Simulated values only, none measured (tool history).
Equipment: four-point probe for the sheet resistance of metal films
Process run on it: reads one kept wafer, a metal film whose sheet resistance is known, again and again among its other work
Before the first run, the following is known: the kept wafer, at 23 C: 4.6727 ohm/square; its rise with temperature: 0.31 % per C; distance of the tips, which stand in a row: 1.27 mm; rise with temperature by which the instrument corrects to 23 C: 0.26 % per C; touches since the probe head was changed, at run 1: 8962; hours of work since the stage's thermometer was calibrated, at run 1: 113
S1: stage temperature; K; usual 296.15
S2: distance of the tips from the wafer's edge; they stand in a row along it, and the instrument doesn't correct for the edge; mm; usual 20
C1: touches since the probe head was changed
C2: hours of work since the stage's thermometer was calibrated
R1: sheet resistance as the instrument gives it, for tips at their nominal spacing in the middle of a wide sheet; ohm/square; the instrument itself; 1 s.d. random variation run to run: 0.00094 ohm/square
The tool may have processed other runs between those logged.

{"run": 1, "hour": 0.0, "S1": 296.15, "S2": 20, "C1": 8962, "C2": 113, "R1": 4.704929}
{"run": 2, "hour": 13.6, "S1": 291.15, "S2": 20, "C1": 9282, "C2": 122, "R1": 4.692367}
{"run": 3, "hour": 23.9, "S1": 291.15, "S2": 20, "C1": 9524, "C2": 128, "R1": 4.692982}
{"run": 4, "hour": 33.9, "S1": 296.15, "S2": 4, "C1": 9759, "C2": 135, "R1": 4.936865}
{"run": 5, "hour": 46.3, "S1": 296.15, "S2": 4, "C1": 10052, "C2": 142, "R1": 4.936403}
{"run": 6, "hour": 59.0, "S1": 296.15, "S2": 4, "C1": 10352, "C2": 150, "R1": 4.937534}
{"run": 7, "hour": 73.0, "S1": 296.15, "S2": 4, "C1": 10681, "C2": 159, "R1": 4.936072}
{"run": 8, "hour": 81.6, "S1": 300.15, "S2": 56, "C1": 10882, "C2": 164, "R1": 4.70702}
{"run": 9, "hour": 96.2, "S1": 297.15, "S2": 4, "C1": 11227, "C2": 174, "R1": 4.9401}
{"run": 10, "hour": 107.7, "S1": 299.15, "S2": 20, "C1": 11498, "C2": 181, "R1": 4.71348}
{"run": 11, "hour": 114.5, "S1": 295.15, "S2": 6, "C1": 11656, "C2": 185, "R1": 4.803875}
{"run": 12, "hour": 125.8, "S1": 302.15, "S2": 37, "C1": 11922, "C2": 192, "R1": 4.714321}
{"run": 13, "hour": 139.4, "S1": 293.15, "S2": 4, "C1": 12243, "C2": 201, "R1": 4.927571}
{"run": 14, "hour": 152.6, "S1": 298.15, "S2": 22, "C1": 12553, "C2": 209, "R1": 4.70907}

5 ways to go on from here, each from the tool as it stands after run 14. What would each give?
{"run": "A", "hour": 167.1, "S1": 298.15, "S2": 20, "C1": 12895, "C2": 218, "R1": "?"}
{"run": "B", "hour": 167.1, "S1": 302.15, "S2": 13, "C1": 12895, "C2": 218, "R1": "?"}
{"run": "C", "hour": 167.1, "S1": 294.15, "S2": 22, "C1": 12895, "C2": 218, "R1": "?"}
{"run": "D", "hour": 167.1, "S1": 296.15, "S2": 25, "C1": 12895, "C2": 218, "R1": "?"}
{"run": "E", "hour": 167.1, "S1": 297.15, "S2": 20, "C1": 12895, "C2": 218, "R1": "?"}

run=A R1=4.711306
run=B R1=4.735831
run=C R1=4.699467
run=D R1=4.701525
run=E R1=4.709922
The same runs, with their run-to-run variation unchanged, on a tool lacking any hidden condition would have given:
run=A R1=4.687824
run=B R1=4.712235
run=C R1=4.676039
run=D R1=4.678089
run=E R1=4.686445

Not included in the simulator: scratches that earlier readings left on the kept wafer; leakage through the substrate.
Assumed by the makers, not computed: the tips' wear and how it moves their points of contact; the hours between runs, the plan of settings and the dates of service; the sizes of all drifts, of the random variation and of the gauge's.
